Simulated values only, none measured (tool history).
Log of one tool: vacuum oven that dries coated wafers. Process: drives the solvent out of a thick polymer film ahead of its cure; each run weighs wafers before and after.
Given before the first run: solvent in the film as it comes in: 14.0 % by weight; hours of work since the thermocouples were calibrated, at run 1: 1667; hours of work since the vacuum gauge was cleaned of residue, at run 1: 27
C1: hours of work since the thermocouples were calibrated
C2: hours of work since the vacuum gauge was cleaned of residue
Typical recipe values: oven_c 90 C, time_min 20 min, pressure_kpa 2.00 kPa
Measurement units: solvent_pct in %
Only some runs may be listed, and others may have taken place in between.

{"run": 1, "day": 0.0, "oven_c": 90, "time_min": 20, "pressure_kpa": 2.0, "C1": 1667, "C2": 27, "solvent_pct": 2.08}
{"run": 2, "day": 0.417, "oven_c": 90, "time_min": 20, "pressure_kpa": 2.0, "C1": 1672, "C2": 32, "solvent_pct": 2.05}
{"run": 3, "day": 0.683, "oven_c": 90, "time_min": 20, "pressure_kpa": 2.0, "C1": 1676, "C2": 36, "solvent_pct": 2.12}
{"run": 4, "day": 1.188, "oven_c": 90, "time_min": 20, "pressure_kpa": 2.0, "C1": 1683, "C2": 42, "solvent_pct": 2.1}
{"run": 5, "day": 1.596, "oven_c": 90, "time_min": 11, "pressure_kpa": 2.0, "C1": 1688, "C2": 48, "solvent_pct": 4.29}
{"run": 6, "day": 2.158, "oven_c": 103, "time_min": 20, "pressure_kpa": 2.0, "C1": 1695, "C2": 55, "solvent_pct": 0.51}
{"run": 7, "day": 2.546, "oven_c": 103, "time_min": 20, "pressure_kpa": 2.0, "C1": 1700, "C2": 60, "solvent_pct": 0.55}
{"run": 8, "day": 2.9, "oven_c": 96, "time_min": 20, "pressure_kpa": 2.0, "C1": 1705, "C2": 65, "solvent_pct": 1.09}
{"run": 9, "day": 3.329, "oven_c": 96, "time_min": 20, "pressure_kpa": 2.0, "C1": 1710, "C2": 70, "solvent_pct": 1.06}
{"run": 10, "day": 3.738, "oven_c": 96, "time_min": 20, "pressure_kpa": 2.0, "C1": 1716, "C2": 76, "solvent_pct": 1.09}
{"run": 11, "day": 4.304, "oven_c": 96, "time_min": 20, "pressure_kpa": 2.0, "C1": 1723, "C2": 83, "solvent_pct": 1.14}
{"run": 12, "day": 4.621, "oven_c": 96, "time_min": 20, "pressure_kpa": 2.0, "C1": 1727, "C2": 87, "solvent_pct": 1.17}
{"run": 13, "day": 5.192, "oven_c": 90, "time_min": 20, "pressure_kpa": 1.93, "C1": 1735, "C2": 95, "solvent_pct": 2.14}
{"run": 14, "day": 5.675, "oven_c": 90, "time_min": 20, "pressure_kpa": 1.93, "C1": 1741, "C2": 101, "solvent_pct": 2.12}
{"run": 15, "day": 6.279, "oven_c": 90, "time_min": 28, "pressure_kpa": 2.0, "C1": 1749, "C2": 109, "solvent_pct": 1.33}
{"run": 16, "day": 6.65, "oven_c": 90, "time_min": 15, "pressure_kpa": 2.0, "C1": 1754, "C2": 114, "solvent_pct": 3.06}
{"run": 17, "day": 7.3, "oven_c": 90, "time_min": 20, "pressure_kpa": 1.24, "C1": 1762, "C2": 122, "solvent_pct": 1.96}
{"day": 7.442, "done": "oven's thermocouples calibrated"}
{"run": 18, "day": 7.708, "oven_c": 90, "time_min": 20, "pressure_kpa": 1.24, "C1": 3, "C2": 126, "solvent_pct": 1.69}
{"run": 19, "day": 8.083, "oven_c": 90, "time_min": 20, "pressure_kpa": 6.08, "C1": 8, "C2": 131, "solvent_pct": 3.14}
{"run": 20, "day": 8.421, "oven_c": 90, "time_min": 20, "pressure_kpa": 1.22, "C1": 13, "C2": 136, "solvent_pct": 1.72}
{"run": 21, "day": 8.912, "oven_c": 90, "time_min": 14, "pressure_kpa": 2.0, "C1": 19, "C2": 142, "solvent_pct": 3.24}
{"run": 22, "day": 9.471, "oven_c": 95, "time_min": 15, "pressure_kpa": 6.38, "C1": 26, "C2": 149, "solvent_pct": 2.72}
{"day": 9.938, "done": "oven's thermocouples calibrated, once more"}
{"run": 23, "day": 10.121, "oven_c": 90, "time_min": 18, "pressure_kpa": 2.0, "C1": 2, "C2": 157, "solvent_pct": 3.53}
{"run": 24, "day": 10.667, "oven_c": 102, "time_min": 26, "pressure_kpa": 3.04, "C1": 10, "C2": 164, "solvent_pct": 0.84}
{"run": 25, "day": 10.975, "oven_c": 102, "time_min": 26, "pressure_kpa": 3.04, "C1": 14, "C2": 168, "solvent_pct": 0.88}
{"run": 26, "day": 11.367, "oven_c": 92, "time_min": 32, "pressure_kpa": 5.23, "C1": 19, "C2": 173, "solvent_pct": 2.43}
{"run": 27, "day": 12.0, "oven_c": 92, "time_min": 32, "pressure_kpa": 5.23, "C1": 27, "C2": 181, "solvent_pct": 2.44}
{"run": 28, "day": 12.375, "oven_c": 93, "time_min": 20, "pressure_kpa": 2.0, "C1": 32, "C2": 186, "solvent_pct": 2.28}
{"run": 29, "day": 12.671, "oven_c": 93, "time_min": 20, "pressure_kpa": 2.0, "C1": 36, "C2": 190, "solvent_pct": 2.35}
{"run": 30, "day": 12.992, "oven_c": 93, "time_min": 20, "pressure_kpa": 2.0, "C1": 40, "C2": 194, "solvent_pct": 2.39}
{"run": 31, "day": 13.533, "oven_c": 93, "time_min": 20, "pressure_kpa": 2.0, "C1": 47, "C2": 201, "solvent_pct": 2.38}
{"run": 32, "day": 14.154, "oven_c": 93, "time_min": 20, "pressure_kpa": 2.0, "C1": 55, "C2": 210, "solvent_pct": 2.38}
{"run": 33, "day": 14.508, "oven_c": 85, "time_min": 13, "pressure_kpa": 1.87, "C1": 60, "C2": 214, "solvent_pct": 6.38}
{"run": 34, "day": 15.092, "oven_c": 85, "time_min": 13, "pressure_kpa": 1.87, "C1": 67, "C2": 222, "solvent_pct": 6.05}
{"run": 35, "day": 15.454, "oven_c": 85, "time_min": 13, "pressure_kpa": 1.87, "C1": 72, "C2": 226, "solvent_pct": 6.08}
{"run": 36, "day": 15.721, "oven_c": 101, "time_min": 10, "pressure_kpa": 1.87, "C1": 76, "C2": 230, "solvent_pct": 2.69}
{"run": 37, "day": 16.079, "oven_c": 101, "time_min": 16, "pressure_kpa": 2.0, "C1": 80, "C2": 235, "solvent_pct": 1.28}
{"run": 38, "day": 16.65, "oven_c": 99, "time_min": 27, "pressure_kpa": 1.59, "C1": 88, "C2": 242, "solvent_pct": 0.7}
{"run": 39, "day": 17.054, "oven_c": 99, "time_min": 27, "pressure_kpa": 1.59, "C1": 93, "C2": 247, "solvent_pct": 0.72}
{"run": 40, "day": 17.408, "oven_c": 91, "time_min": 20, "pressure_kpa": 1.37, "C1": 98, "C2": 252, "solvent_pct": 2.65}

What if the next run were any one of these 4? Each begins from the tool's condition after run 40:
{"run": "A", "day": 17.8, "oven_c": 91, "time_min": 20, "pressure_kpa": 6.56, "C1": 103, "C2": 257, "solvent_pct": "?"}
{"run": "B", "day": 17.8, "oven_c": 83, "time_min": 20, "pressure_kpa": 1.37, "C1": 103, "C2": 257, "solvent_pct": "?"}
{"run": "C", "day": 17.8, "oven_c": 83, "time_min": 20, "pressure_kpa": 1.37, "C1": 103, "C2": 257, "solvent_pct": "?"}
{"run": "D", "day": 17.8, "oven_c": 89, "time_min": 16, "pressure_kpa": 3.67, "C1": 103, "C2": 257, "solvent_pct": "?"}

run=A solvent_pct=4.10
run=B solvent_pct=4.95
run=C solvent_pct=5.06
run=D solvent_pct=4.76
With no hidden state in the tool, these same runs would have given:
run=A solvent_pct=4.08
run=B solvent_pct=4.92
run=C solvent_pct=5.03
run=D solvent_pct=4.74
